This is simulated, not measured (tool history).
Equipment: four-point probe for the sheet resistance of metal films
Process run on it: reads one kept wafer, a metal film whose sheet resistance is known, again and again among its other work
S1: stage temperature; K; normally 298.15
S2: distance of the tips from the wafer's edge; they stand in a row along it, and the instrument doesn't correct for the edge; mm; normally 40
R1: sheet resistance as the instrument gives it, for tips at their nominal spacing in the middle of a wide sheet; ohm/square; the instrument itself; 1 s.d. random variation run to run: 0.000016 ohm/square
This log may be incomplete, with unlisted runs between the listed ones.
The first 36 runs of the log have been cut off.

run	hour	S1	S2	R1
37	3708.4	300.15	4	0.082964
38	3784.7	300.15	4	0.082972
39	3890.7	300.15	4	0.08294
40	4000.1	300.15	4	0.083021
41	4123.5	306.15	5	0.081229
42	4224.9	293.15	9	0.08024
43	4353.7	292.15	21	0.079628
44	4456.2	299.15	6	0.080898

Below are 4 alternative next runs, each starting from the tool's condition after run 44. Predict each:
A	4558.5	305.15	5	?
B	4558.5	299.15	3	?
C	4558.5	295.15	19	?
D	4558.5	299.15	4	?

run	R1
A	0.08139
B	0.085966
C	0.079497
D	0.083117
Without the tool's unlogged condition, the same runs would have read:
run	R1
A	0.080421
B	0.084945
C	0.078546
D	0.082127

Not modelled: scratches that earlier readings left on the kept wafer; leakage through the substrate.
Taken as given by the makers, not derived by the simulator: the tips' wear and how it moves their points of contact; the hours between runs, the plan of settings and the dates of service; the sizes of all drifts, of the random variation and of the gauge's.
